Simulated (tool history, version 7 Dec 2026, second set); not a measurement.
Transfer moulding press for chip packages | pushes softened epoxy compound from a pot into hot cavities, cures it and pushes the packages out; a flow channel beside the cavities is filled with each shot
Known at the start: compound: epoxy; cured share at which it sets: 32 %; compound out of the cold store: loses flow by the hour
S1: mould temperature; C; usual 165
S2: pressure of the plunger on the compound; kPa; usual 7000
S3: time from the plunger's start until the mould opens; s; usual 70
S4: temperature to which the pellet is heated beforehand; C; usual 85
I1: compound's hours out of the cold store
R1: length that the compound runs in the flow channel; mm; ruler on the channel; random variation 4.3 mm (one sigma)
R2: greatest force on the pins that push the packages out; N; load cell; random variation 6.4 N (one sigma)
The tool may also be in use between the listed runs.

run 1 hour=0.0 | S1=165 S2=7000 S3=70 S4=85 | I1=12.3 | R1=838 R2=405
-- hour=33.6 cavities cleaned with cleaning compound and waxed
run 2 hour=49.2 | S1=165 S2=7000 S3=89 S4=85 | I1=40.4 | R1=669 R2=523
run 3 hour=80.9 | S1=165 S2=7000 S3=89 S4=85 | I1=38.9 | R1=671 R2=503
-- hour=92.2 cavities cleaned with cleaning compound and waxed
run 4 hour=136.9 | S1=165 S2=7000 S3=70 S4=85 | I1=14.1 | R1=783 R2=462
-- hour=148.4 cavities cleaned with cleaning compound and waxed
run 5 hour=177.3 | S1=165 S2=7000 S3=70 S4=85 | I1=47.5 | R1=628 R2=392
-- hour=205.6 cavities cleaned with cleaning compound and waxed
run 6 hour=214.8 | S1=165 S2=7000 S3=70 S4=85 | I1=36.8 | R1=659 R2=302
-- hour=251.1 plunger's sealing rings changed
-- hour=268.5 cavities cleaned with cleaning compound and waxed
run 7 hour=270.8 | S1=165 S2=7000 S3=70 S4=85 | I1=33.8 | R1=719 R2=274
run 8 hour=315.6 | S1=165 S2=7000 S3=70 S4=85 | I1=38.6 | R1=685 R2=471
-- hour=322.8 cavities cleaned with cleaning compound and waxed, once more
-- hour=379.6 cavities cleaned with cleaning compound and waxed
run 9 hour=383.4 | S1=165 S2=7000 S3=70 S4=85 | I1=33.5 | R1=701 R2=266
-- hour=436.5 cavities cleaned with cleaning compound and waxed
run 10 hour=453.0 | S1=165 S2=7000 S3=82 S4=85 | I1=26.4 | R1=720 R2=311
-- hour=495.7 cavities cleaned with cleaning compound and waxed
run 11 hour=505.8 | S1=165 S2=7000 S3=82 S4=85 | I1=38.5 | R1=642 R2=298
-- hour=527.8 mould's thermocouples calibrated
-- hour=538.5 plunger's sealing rings changed
run 12 hour=544.3 | S1=165 S2=7000 S3=82 S4=85 | I1=42.5 | R1=675 R2=395
-- hour=555.7 cavities cleaned with cleaning compound and waxed
run 13 hour=576.9 | S1=165 S2=5220 S3=82 S4=85 | I1=16.0 | R1=700 R2=342
-- hour=614.9 cavities cleaned with cleaning compound and waxed
run 14 hour=615.4 | S1=163 S2=7000 S3=81 S4=85 | I1=28.0 | R1=738 R2=237
-- hour=670.5 cavities cleaned with cleaning compound and waxed
run 15 hour=672.0 | S1=163 S2=7000 S3=81 S4=85 | I1=45.5 | R1=649 R2=249
run 16 hour=701.3 | S1=170 S2=7000 S3=103 S4=81 | I1=31.0 | R1=688 R2=369
-- hour=728.2 cavities cleaned with cleaning compound and waxed
run 17 hour=743.7 | S1=170 S2=5900 S3=88 S4=95 | I1=41.1 | R1=585 R2=313
-- hour=784.0 cavities cleaned with cleaning compound and waxed
run 18 hour=796.5 | S1=165 S2=7000 S3=84 S4=85 | I1=12.1 | R1=781 R2=299
-- hour=824.8 plunger's sealing rings changed
-- hour=842.0 cavities cleaned with cleaning compound and waxed
run 19 hour=869.2 | S1=165 S2=7000 S3=84 S4=85 | I1=22.8 | R1=766 R2=355
-- hour=898.3 cavities cleaned with cleaning compound and waxed
run 20 hour=918.3 | S1=165 S2=7000 S3=84 S4=85 | I1=19.0 | R1=778 R2=336
run 21 hour=952.0 | S1=160 S2=7000 S3=70 S4=84 | I1=14.0 | R1=817 R2=635
-- hour=957.4 cavities cleaned with cleaning compound and waxed
run 22 hour=992.3 | S1=171 S2=6400 S3=70 S4=79 | I1=32.1 | R1=655 R2=389
-- hour=1013.0 cavities cleaned with cleaning compound and waxed
run 23 hour=1030.8 | S1=171 S2=5440 S3=52 S4=81 | I1=21.1 | R1=640 R2=394
-- hour=1068.5 cavities cleaned with cleaning compound and waxed
run 24 hour=1077.3 | S1=165 S2=7000 S3=53 S4=85 | I1=37.4 | R1=652 R2=500
-- hour=1113.4 plunger's sealing rings changed
-- hour=1127.5 cavities cleaned with cleaning compound and waxed
run 25 hour=1131.5 | S1=165 S2=7000 S3=53 S4=85 | I1=9.3 | R1=843 R2=483
-- hour=1184.0 cavities cleaned with cleaning compound and waxed
run 26 hour=1184.0 | S1=165 S2=7000 S3=53 S4=85 | I1=30.2 | R1=725 R2=427

Forecast each of these 5 alternatives for the next run:
run A hour=1213.3 | S1=165 S2=5910 S3=80 S4=85 | I1=37.7 | R1=? R2=?
run B hour=1213.3 | S1=165 S2=5420 S3=76 S4=77 | I1=22.9 | R1=? R2=?
run C hour=1213.3 | S1=159 S2=7000 S3=53 S4=78 | I1=17.2 | R1=? R2=?
run D hour=1213.3 | S1=165 S2=6490 S3=102 S4=91 | I1=15.4 | R1=? R2=?
run E hour=1213.3 | S1=165 S2=5320 S3=53 S4=86 | I1=38.7 | R1=? R2=?

run=A R1=628 R2=356
run=B R1=666 R2=378
run=C R1=810 R2=1105
run=D R1=772 R2=360
run=E R1=592 R2=604
Without the tool's hidden state the same runs would have given:
run=A R1=643 R2=225
run=B R1=682 R2=239
run=C R1=829 R2=674
run=D R1=790 R2=230
run=E R1=606 R2=368
